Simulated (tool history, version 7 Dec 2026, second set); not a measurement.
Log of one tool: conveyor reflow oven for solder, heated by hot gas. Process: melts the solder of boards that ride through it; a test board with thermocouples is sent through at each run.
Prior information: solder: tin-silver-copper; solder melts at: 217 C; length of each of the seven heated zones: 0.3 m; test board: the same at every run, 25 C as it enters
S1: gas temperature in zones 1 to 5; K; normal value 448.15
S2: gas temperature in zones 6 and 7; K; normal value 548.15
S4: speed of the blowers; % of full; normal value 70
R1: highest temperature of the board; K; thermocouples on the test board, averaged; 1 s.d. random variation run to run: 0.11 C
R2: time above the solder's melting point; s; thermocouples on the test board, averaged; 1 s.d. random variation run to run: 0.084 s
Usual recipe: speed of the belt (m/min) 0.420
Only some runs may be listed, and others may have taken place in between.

Run 1, hour 0.0: usual settings. Result: R1 528.95 K, R2 66.95 s.
Run 2, hour 11.3: usual settings but speed of the belt (m/min) 0.348. Result: R1 535.15 K, R2 87.18 s.
Run 3, hour 21.4: usual settings. Result: R1 529.05 K, R2 67.01 s.
Run 4, hour 30.6: usual settings. Result: R1 529.25 K, R2 66.83 s.
Run 5, hour 39.9: usual settings. Result: R1 529.15 K, R2 67.08 s.
Run 6, hour 45.4: usual settings but S2 543.15 K. Result: R1 524.75 K, R2 63.61 s.
Run 7, hour 50.3: usual settings but S2 543.15 K. Result: R1 524.65 K, R2 63.78 s.
At hour 55.0: belt drive overhauled, speed set with a stopwatch.
Run 8, hour 66.1: usual settings but speed of the belt (m/min) 0.493, S4 71 % of full. Result: R1 523.45 K, R2 51.62 s.
Run 9, hour 75.4: usual settings but S1 454.15 K, S2 551.15 K, speed of the belt (m/min) 0.493, S4 71 % of full. Result: R1 527.25 K, R2 56.75 s.
Run 10, hour 81.6: usual settings but S1 454.15 K, S2 551.15 K, speed of the belt (m/min) 0.493, S4 71 % of full. Result: R1 527.05 K, R2 56.88 s.
Run 11, hour 92.7: usual settings but S1 454.15 K, S2 558.15 K, speed of the belt (m/min) 0.469, S4 64 % of full. Result: R1 532.05 K, R2 63.22 s.

Below are 3 alternative next runs, each starting from the tool's condition after run 11. Predict each:
Run A, hour 103.6: usual settings but speed of the belt (m/min) 0.391. Result: R1 ?, R2 ?.
Run B, hour 103.6: usual settings but S1 440.15 K, S2 536.15 K, speed of the belt (m/min) 0.469. Result: R1 ?, R2 ?.
Run C, hour 103.6: usual settings but S1 452.15 K, S2 558.15 K, speed of the belt (m/min) 0.469, S4 64 % of full. Result: R1 ?, R2 ?.

run      R1     R2
  A  531.45  74.30
  B  513.15  42.55
  C  531.65  62.00
What these runs would have given with no unlogged condition in the tool:
run      R1     R2
  A  532.55  74.87
  B  514.45  44.02
  C  532.95  62.66

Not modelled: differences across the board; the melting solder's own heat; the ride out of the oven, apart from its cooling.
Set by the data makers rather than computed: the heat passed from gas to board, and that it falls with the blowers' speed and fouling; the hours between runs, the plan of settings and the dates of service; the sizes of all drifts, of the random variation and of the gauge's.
